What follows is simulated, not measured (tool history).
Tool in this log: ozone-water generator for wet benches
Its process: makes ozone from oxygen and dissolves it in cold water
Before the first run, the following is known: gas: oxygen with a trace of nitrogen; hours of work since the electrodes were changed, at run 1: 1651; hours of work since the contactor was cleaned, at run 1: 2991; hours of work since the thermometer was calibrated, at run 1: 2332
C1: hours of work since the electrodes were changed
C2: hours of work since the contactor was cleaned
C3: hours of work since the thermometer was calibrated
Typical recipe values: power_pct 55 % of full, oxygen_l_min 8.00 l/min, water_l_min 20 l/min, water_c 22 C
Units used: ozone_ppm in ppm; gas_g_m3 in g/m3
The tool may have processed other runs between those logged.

run 1 day=0.000 | power_pct=55 oxygen_l_min=8.00 water_l_min=20 water_c=22 | C1=1651 C2=2991 C3=2332 | ozone_ppm=20.0 gas_g_m3=166.5
run 2 day=3.925 | power_pct=55 oxygen_l_min=8.00 water_l_min=20 water_c=22 | C1=1729 C2=3069 C3=2410 | ozone_ppm=19.9 gas_g_m3=166.2
run 3 day=6.846 | power_pct=55 oxygen_l_min=8.00 water_l_min=20 water_c=22 | C1=1788 C2=3128 C3=2469 | ozone_ppm=20.3 gas_g_m3=167.6
run 4 day=9.612 | power_pct=55 oxygen_l_min=8.00 water_l_min=20 water_c=22 | C1=1843 C2=3183 C3=2524 | ozone_ppm=20.3 gas_g_m3=165.6
run 5 day=13.538 | power_pct=55 oxygen_l_min=8.00 water_l_min=20 water_c=22 | C1=1921 C2=3261 C3=2602 | ozone_ppm=20.3 gas_g_m3=165.3
run 6 day=18.396 | power_pct=55 oxygen_l_min=8.00 water_l_min=20 water_c=22 | C1=2018 C2=3358 C3=2699 | ozone_ppm=20.2 gas_g_m3=164.8
run 7 day=21.321 | power_pct=55 oxygen_l_min=8.00 water_l_min=20 water_c=26 | C1=2077 C2=3417 C3=2758 | ozone_ppm=18.9 gas_g_m3=165.9
run 8 day=26.829 | power_pct=55 oxygen_l_min=8.00 water_l_min=20 water_c=26 | C1=2187 C2=3527 C3=2868 | ozone_ppm=18.9 gas_g_m3=165.0
run 9 day=31.725 | power_pct=55 oxygen_l_min=8.00 water_l_min=20 water_c=26 | C1=2285 C2=3625 C3=2966 | ozone_ppm=18.6 gas_g_m3=164.9
run 10 day=37.875 | power_pct=55 oxygen_l_min=8.00 water_l_min=20 water_c=26 | C1=2407 C2=3747 C3=3088 | ozone_ppm=18.5 gas_g_m3=165.0
run 11 day=42.946 | power_pct=55 oxygen_l_min=8.00 water_l_min=20 water_c=26 | C1=2509 C2=3849 C3=3190 | ozone_ppm=18.8 gas_g_m3=165.9
run 12 day=49.079 | power_pct=55 oxygen_l_min=8.00 water_l_min=20 water_c=26 | C1=2631 C2=3971 C3=3312 | ozone_ppm=18.9 gas_g_m3=164.3
run 13 day=54.354 | power_pct=55 oxygen_l_min=8.00 water_l_min=20 water_c=22 | C1=2736 C2=4076 C3=3417 | ozone_ppm=19.8 gas_g_m3=164.0
run 14 day=59.221 | power_pct=55 oxygen_l_min=8.00 water_l_min=20 water_c=22 | C1=2834 C2=4174 C3=3515 | ozone_ppm=20.1 gas_g_m3=163.2
run 15 day=64.971 | power_pct=55 oxygen_l_min=8.00 water_l_min=20 water_c=22 | C1=2948 C2=4288 C3=3629 | ozone_ppm=19.9 gas_g_m3=164.0
run 16 day=68.146 | power_pct=55 oxygen_l_min=8.00 water_l_min=20 water_c=22 | C1=3012 C2=4352 C3=3693 | ozone_ppm=20.2 gas_g_m3=163.8
run 17 day=73.438 | power_pct=55 oxygen_l_min=8.00 water_l_min=20 water_c=22 | C1=3117 C2=4457 C3=3798 | ozone_ppm=20.2 gas_g_m3=163.1
run 18 day=77.042 | power_pct=41 oxygen_l_min=9.04 water_l_min=20 water_c=22 | C1=3189 C2=4529 C3=3870 | ozone_ppm=15.0 gas_g_m3=115.8
run 19 day=80.800 | power_pct=41 oxygen_l_min=9.04 water_l_min=20 water_c=22 | C1=3264 C2=4604 C3=3946 | ozone_ppm=15.2 gas_g_m3=115.5
run 20 day=85.921 | power_pct=56 oxygen_l_min=10.27 water_l_min=14 water_c=25 | C1=3367 C2=4707 C3=4048 | ozone_ppm=21.2 gas_g_m3=140.1
run 21 day=89.583 | power_pct=56 oxygen_l_min=10.27 water_l_min=14 water_c=25 | C1=3440 C2=4780 C3=4121 | ozone_ppm=21.5 gas_g_m3=140.3
run 22 day=92.808 | power_pct=70 oxygen_l_min=10.27 water_l_min=14 water_c=20 | C1=3504 C2=4844 C3=4185 | ozone_ppm=29.3 gas_g_m3=170.1
run 23 day=95.896 | power_pct=89 oxygen_l_min=10.27 water_l_min=14 water_c=20 | C1=3566 C2=4906 C3=4247 | ozone_ppm=36.6 gas_g_m3=211.6
run 24 day=98.642 | power_pct=65 oxygen_l_min=7.23 water_l_min=32 water_c=18 | C1=3621 C2=4961 C3=4302 | ozone_ppm=18.1 gas_g_m3=199.9
run 25 day=102.075 | power_pct=46 oxygen_l_min=7.23 water_l_min=13 water_c=18 | C1=3689 C2=5029 C3=4370 | ozone_ppm=24.5 gas_g_m3=149.2
run 26 day=106.562 | power_pct=45 oxygen_l_min=7.23 water_l_min=13 water_c=26 | C1=3779 C2=5119 C3=4460 | ozone_ppm=20.2 gas_g_m3=145.9
run 27 day=110.792 | power_pct=52 oxygen_l_min=7.92 water_l_min=13 water_c=26 | C1=3863 C2=5203 C3=4544 | ozone_ppm=22.3 gas_g_m3=154.6
run 28 day=114.925 | power_pct=48 oxygen_l_min=9.19 water_l_min=19 water_c=22 | C1=3946 C2=5286 C3=4627 | ozone_ppm=17.9 gas_g_m3=130.5
run 29 day=117.850 | power_pct=55 oxygen_l_min=8.00 water_l_min=20 water_c=19 | C1=4004 C2=5344 C3=4685 | ozone_ppm=21.2 gas_g_m3=162.1
-- day=118.179 water thermometer calibrated
-- day=118.754 gauge calibrated
run 30 day=123.262 | power_pct=75 oxygen_l_min=6.50 water_l_min=20 water_c=22 | C1=4112 C2=5452 C3=101 | ozone_ppm=28.3 gas_g_m3=252.6
run 31 day=128.821 | power_pct=75 oxygen_l_min=6.50 water_l_min=20 water_c=22 | C1=4223 C2=5563 C3=212 | ozone_ppm=28.2 gas_g_m3=253.7
run 32 day=134.012 | power_pct=55 oxygen_l_min=7.73 water_l_min=12 water_c=16 | C1=4327 C2=5667 C3=316 | ozone_ppm=30.9 gas_g_m3=169.1
run 33 day=137.938 | power_pct=93 oxygen_l_min=8.00 water_l_min=28 water_c=17 | C1=4405 C2=5745 C3=395 | ozone_ppm=27.9 gas_g_m3=266.8

Here are 3 independent what-if runs from the current tool condition. What would each one return?
run A day=143.008 | power_pct=40 oxygen_l_min=8.00 water_l_min=23 water_c=17 | C1=4506 C2=5846 C3=496 | ozone_ppm=? gas_g_m3=?
run B day=143.008 | power_pct=64 oxygen_l_min=8.00 water_l_min=20 water_c=22 | C1=4506 C2=5846 C3=496 | ozone_ppm=? gas_g_m3=?
run C day=143.008 | power_pct=45 oxygen_l_min=8.00 water_l_min=19 water_c=15 | C1=4506 C2=5846 C3=496 | ozone_ppm=? gas_g_m3=?

run=A ozone_ppm=15.0 gas_g_m3=125.2
run=B ozone_ppm=23.2 gas_g_m3=187.7
run=C ozone_ppm=19.5 gas_g_m3=137.1
Without the tool's hidden state the same runs would have given:
run=A ozone_ppm=15.0 gas_g_m3=126.0
run=B ozone_ppm=23.2 gas_g_m3=188.9
run=C ozone_ppm=19.5 gas_g_m3=138.0
